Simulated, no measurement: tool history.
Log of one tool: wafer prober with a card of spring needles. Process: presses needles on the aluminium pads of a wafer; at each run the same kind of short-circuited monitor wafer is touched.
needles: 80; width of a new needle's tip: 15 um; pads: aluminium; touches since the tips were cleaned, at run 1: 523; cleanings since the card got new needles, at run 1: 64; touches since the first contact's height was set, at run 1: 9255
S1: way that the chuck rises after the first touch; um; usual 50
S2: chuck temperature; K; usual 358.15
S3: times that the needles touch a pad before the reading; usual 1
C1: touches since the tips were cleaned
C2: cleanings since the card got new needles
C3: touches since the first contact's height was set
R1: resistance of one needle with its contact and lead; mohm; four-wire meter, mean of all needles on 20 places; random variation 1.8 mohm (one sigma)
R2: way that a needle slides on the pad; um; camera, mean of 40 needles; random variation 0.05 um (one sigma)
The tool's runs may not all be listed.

run 1 hour=0.0 | S1=50 S2=358.15 S3=1 | C1=523 C2=64 C3=9255 | R1=255 R2=8.87
-- hour=9.4 tips cleaned on abrasive film
-- hour=21.3 tips cleaned on abrasive film
run 2 hour=22.2 | S1=50 S2=358.15 S3=1 | C1=543 C2=66 C3=22846 | R1=275 R2=8.89
-- hour=31.6 tips cleaned on abrasive film
-- hour=41.1 tips cleaned on abrasive film
-- hour=53.0 tips cleaned on abrasive film
-- hour=62.5 tips cleaned on abrasive film
run 3 hour=65.7 | S1=50 S2=358.15 S3=1 | C1=1965 C2=70 C3=49459 | R1=362 R2=8.83
-- hour=72.8 tips cleaned on abrasive film
-- hour=82.3 tips cleaned on abrasive film
-- hour=93.8 tips cleaned on abrasive film
run 4 hour=93.8 | S1=50 S2=358.15 S3=1 | C1=0 C2=73 C3=66642 | R1=224 R2=8.70
-- hour=105.7 tips cleaned on abrasive film
-- hour=115.3 tips cleaned on abrasive film
run 5 hour=122.1 | S1=50 S2=358.15 S3=1 | C1=4195 C2=75 C3=83936 | R1=463 R2=8.72
-- hour=126.8 tips cleaned on abrasive film
-- hour=138.6 tips cleaned on abrasive film
-- hour=150.5 tips cleaned on abrasive film
-- hour=160.1 tips cleaned on abrasive film
run 6 hour=160.6 | S1=50 S2=332.15 S3=1 | C1=313 C2=79 C3=107467 | R1=247 R2=8.56
-- hour=170.1 tips cleaned on abrasive film
-- hour=182.0 tips cleaned on abrasive film
-- hour=191.9 tips cleaned on abrasive film
run 7 hour=191.9 | S1=50 S2=332.15 S3=1 | C1=0 C2=82 C3=126654 | R1=206 R2=8.62
-- hour=203.8 tips cleaned on abrasive film
-- hour=213.4 tips cleaned on abrasive film
run 8 hour=213.4 | S1=50 S2=332.15 S3=1 | C1=0 C2=84 C3=139755 | R1=220 R2=8.58
-- hour=225.1 tips cleaned on abrasive film
-- hour=236.9 tips cleaned on abrasive film
-- hour=248.7 tips cleaned on abrasive film
-- hour=253.6 tips cleaned on abrasive film, once more
-- hour=265.4 tips cleaned on abrasive film
run 9 hour=266.0 | S1=38 S2=358.15 S3=1 | C1=375 C2=89 C3=171975 | R1=339 R2=6.30
-- hour=275.6 tips cleaned on abrasive film
-- hour=287.4 tips cleaned on abrasive film
run 10 hour=290.2 | S1=50 S2=358.15 S3=1 | C1=1676 C2=91 C3=186742 | R1=351 R2=8.52
-- hour=297.3 tips cleaned on abrasive film
-- hour=309.2 tips cleaned on abrasive film
-- hour=321.0 tips cleaned on abrasive film
-- hour=332.9 tips cleaned on abrasive film
-- hour=333.2 height of the first contact set anew
run 11 hour=340.0 | S1=50 S2=358.15 S3=1 | C1=4171 C2=95 C3=4171 | R1=449 R2=8.92
-- hour=344.8 tips cleaned on abrasive film
-- hour=356.7 tips cleaned on abrasive film
-- hour=368.6 tips cleaned on abrasive film
run 12 hour=377.2 | S1=50 S2=358.15 S3=1 | C1=5335 C2=98 C3=26968 | R1=486 R2=8.81
-- hour=379.7 tips cleaned on abrasive film
-- hour=391.6 tips cleaned on abrasive film
-- hour=403.4 tips cleaned on abrasive film
-- hour=415.3 tips cleaned on abrasive film
run 13 hour=419.8 | S1=68 S2=358.15 S3=1 | C1=2742 C2=102 C3=52997 | R1=307 R2=12.00
-- hour=426.9 tips cleaned on abrasive film
-- hour=438.8 tips cleaned on abrasive film
run 14 hour=447.0 | S1=62 S2=358.15 S3=1 | C1=5054 C2=104 C3=69694 | R1=392 R2=11.02
-- hour=449.5 tips cleaned on abrasive film
-- hour=461.4 tips cleaned on abrasive film
-- hour=470.9 tips cleaned on abrasive film
run 15 hour=474.1 | S1=62 S2=329.15 S3=3 | C1=1973 C2=107 C3=86221 | R1=230 R2=10.83
-- hour=481.2 tips cleaned on abrasive film
-- hour=493.1 tips cleaned on abrasive film
-- hour=502.7 tips cleaned on abrasive film
-- hour=513.7 tips cleaned on abrasive film
run 16 hour=513.7 | S1=62 S2=329.15 S3=3 | C1=0 C2=111 C3=110443 | R1=191 R2=10.68
-- hour=523.2 tips cleaned on abrasive film
-- hour=535.1 tips cleaned on abrasive film
-- hour=547.0 tips cleaned on abrasive film
run 17 hour=553.0 | S1=53 S2=329.15 S3=2 | C1=3671 C2=114 C3=134489 | R1=354 R2=9.09
-- hour=557.8 tips cleaned on abrasive film
-- hour=569.6 tips cleaned on abrasive film
run 18 hour=576.5 | S1=50 S2=344.15 S3=1 | C1=4247 C2=116 C3=148900 | R1=510 R2=8.52
-- hour=581.3 tips cleaned on abrasive film
-- hour=593.0 tips cleaned on abrasive film
-- hour=602.5 tips cleaned on abrasive film
run 19 hour=608.0 | S1=50 S2=340.15 S3=1 | C1=3369 C2=119 C3=168162 | R1=484 R2=8.50
-- hour=612.8 tips cleaned on abrasive film
-- hour=624.5 tips cleaned on abrasive film
-- hour=636.3 tips cleaned on abrasive film
run 20 hour=642.6 | S1=30 S2=340.15 S3=1 | C1=3885 C2=122 C3=189362 | R1=1108 R2=4.91
-- hour=647.4 tips cleaned on abrasive film
-- hour=659.2 tips cleaned on abrasive film
-- hour=671.0 tips cleaned on abrasive film
run 21 hour=672.8 | S1=51 S2=331.15 S3=1 | C1=1114 C2=125 C3=207812 | R1=352 R2=8.61
-- hour=682.3 tips cleaned on abrasive film
-- hour=682.6 height of the first contact set anew
-- hour=694.3 tips cleaned on abrasive film
-- hour=703.8 tips cleaned on abrasive film
-- hour=715.5 tips cleaned on abrasive film
run 22 hour=719.2 | S1=54 S2=304.15 S3=2 | C1=2311 C2=129 C3=22451 | R1=306 R2=9.48
-- hour=726.4 tips cleaned on abrasive film
-- hour=738.0 tips cleaned on abrasive film
run 23 hour=742.2 | S1=54 S2=304.15 S3=2 | C1=2585 C2=131 C3=36500 | R1=322 R2=9.54
-- hour=749.4 tips cleaned on abrasive film
-- hour=761.2 tips cleaned on abrasive film
-- hour=773.1 tips cleaned on abrasive film
-- hour=784.9 tips cleaned on abrasive film
run 24 hour=785.5 | S1=54 S2=304.15 S3=2 | C1=336 C2=135 C3=62991 | R1=230 R2=9.50
-- hour=794.8 tips cleaned on abrasive film
-- hour=806.6 tips cleaned on abrasive film
run 25 hour=815.3 | S1=32 S2=358.15 S3=1 | C1=5336 C2=137 C3=81267 | R1=1017 R2=5.54
-- hour=817.7 tips cleaned on abrasive film
-- hour=827.3 tips cleaned on abrasive film
-- hour=839.1 tips cleaned on abrasive film
-- hour=851.0 tips cleaned on abrasive film
run 26 hour=854.8 | S1=32 S2=358.15 S3=1 | C1=2365 C2=141 C3=105429 | R1=803 R2=5.46

Forecast each of these 3 alternatives for the next run:
-- hour=861.9 tips cleaned on abrasive film
-- hour=873.8 tips cleaned on abrasive film
run A hour=880.9 | S1=32 S2=394.15 S3=2 | C1=4412 C2=143 C3=121433 | R1=? R2=?
-- hour=861.9 tips cleaned on abrasive film
-- hour=873.8 tips cleaned on abrasive film
run B hour=880.9 | S1=50 S2=358.15 S3=1 | C1=4412 C2=143 C3=121433 | R1=? R2=?
-- hour=861.9 tips cleaned on abrasive film
-- hour=873.8 tips cleaned on abrasive film
run C hour=880.9 | S1=50 S2=358.15 S3=1 | C1=4412 C2=143 C3=121433 | R1=? R2=?

run=A R1=669 R2=5.36
run=B R1=512 R2=8.57
run=C R1=509 R2=8.69
Without the tool's hidden state the same runs would have given:
run=A R1=220 R2=5.62
run=B R1=192 R2=8.84
run=C R1=192 R2=8.96
